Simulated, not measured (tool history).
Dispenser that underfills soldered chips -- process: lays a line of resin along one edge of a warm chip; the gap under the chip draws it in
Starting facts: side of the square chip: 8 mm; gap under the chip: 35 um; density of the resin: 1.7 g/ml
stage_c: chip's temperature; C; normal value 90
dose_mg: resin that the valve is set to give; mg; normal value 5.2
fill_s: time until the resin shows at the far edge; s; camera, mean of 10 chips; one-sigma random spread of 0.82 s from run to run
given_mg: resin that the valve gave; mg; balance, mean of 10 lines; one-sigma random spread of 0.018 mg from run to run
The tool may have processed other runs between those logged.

run 1 hour=0 | stage_c=90 dose_mg=5.2 | fill_s=104.5 given_mg=5.05
-- hour=2.8 new syringe of resin
run 2 hour=10.3 | stage_c=90 dose_mg=5.2 | fill_s=104.8 given_mg=4.97
-- hour=13.2 new syringe of resin
-- hour=24.6 new syringe of resin
-- hour=25.6 dispensing valve cleaned and set on the balance
run 3 hour=29.2 | stage_c=104 dose_mg=5.2 | fill_s=45.9 given_mg=5.15
-- hour=37.1 new syringe of resin
run 4 hour=42.9 | stage_c=90 dose_mg=5.2 | fill_s=93.6 given_mg=5.14
-- hour=47.9 new syringe of resin
run 5 hour=53.3 | stage_c=90 dose_mg=5.2 | fill_s=91.1 given_mg=5.15
-- hour=59.1 new syringe of resin
-- hour=69.2 new syringe of resin
run 6 hour=71.3 | stage_c=90 dose_mg=5.2 | fill_s=78.3 given_mg=5.11
-- hour=79.5 new syringe of resin
run 7 hour=83.6 | stage_c=90 dose_mg=5.2 | fill_s=85.8 given_mg=5.07
-- hour=89.8 new syringe of resin
run 8 hour=97.6 | stage_c=90 dose_mg=5.2 | fill_s=100 given_mg=5.02
-- hour=100 new syringe of resin
-- hour=110.3 new syringe of resin
run 9 hour=111.6 | stage_c=90 dose_mg=5.2 | fill_s=74.6 given_mg=4.99
-- hour=120.1 dispensing valve cleaned and set on the balance
-- hour=121.5 new syringe of resin
run 10 hour=129.9 | stage_c=96 dose_mg=6.28 | fill_s=76.6 given_mg=6.25
-- hour=132.3 new syringe of resin
-- hour=134.7 stage's temperature calibrated
run 11 hour=141.2 | stage_c=96 dose_mg=6.28 | fill_s=84.4 given_mg=6.2
-- hour=143.5 new syringe of resin
run 12 hour=153 | stage_c=90 dose_mg=4.48 | fill_s=132.3 given_mg=4.42
-- hour=155 new syringe of resin
-- hour=165.1 new syringe of resin
run 13 hour=170.8 | stage_c=90 dose_mg=4.48 | fill_s=108 given_mg=4.4
-- hour=175.5 new syringe of resin
run 14 hour=183.9 | stage_c=83 dose_mg=5.31 | fill_s=164.8 given_mg=5.15
-- hour=185.7 new syringe of resin
-- hour=196 new syringe of resin
run 15 hour=199.9 | stage_c=99 dose_mg=6.12 | fill_s=62.6 given_mg=5.9
-- hour=207.3 new syringe of resin
run 16 hour=210.8 | stage_c=99 dose_mg=6.12 | fill_s=59.5 given_mg=5.86
-- hour=216.3 dispensing valve cleaned and set on the balance
-- hour=218.4 new syringe of resin
run 17 hour=219.4 | stage_c=77 dose_mg=4.72 | fill_s=154.9 given_mg=4.72
-- hour=229 new syringe of resin
run 18 hour=234.8 | stage_c=80 dose_mg=5.06 | fill_s=160.9 given_mg=5.03

Predict each of these 4 candidate next runs independently; none follows another, all start after run 18:
-- hour=239.8 new syringe of resin
-- hour=251.3 new syringe of resin
run A hour=251.4 | stage_c=92 dose_mg=5.53 | fill_s=? given_mg=?
-- hour=239.8 new syringe of resin
-- hour=251.3 new syringe of resin
run B hour=251.4 | stage_c=96 dose_mg=6.63 | fill_s=? given_mg=?
-- hour=239.8 new syringe of resin
-- hour=251.3 new syringe of resin
run C hour=251.4 | stage_c=82 dose_mg=5.17 | fill_s=? given_mg=?
-- hour=239.8 new syringe of resin
-- hour=251.3 new syringe of resin
run D hour=251.4 | stage_c=94 dose_mg=6.36 | fill_s=? given_mg=?

run=A fill_s=68.8 given_mg=5.42
run=B fill_s=55.3 given_mg=6.52
run=C fill_s=113.7 given_mg=5.06
run=D fill_s=60.8 given_mg=6.24
Take away the tool's hidden state, keep each run's random variation, and the runs would have read:
run=A fill_s=68.4 given_mg=5.51
run=B fill_s=55.1 given_mg=6.63
run=C fill_s=113 given_mg=5.15
run=D fill_s=60.5 given_mg=6.34
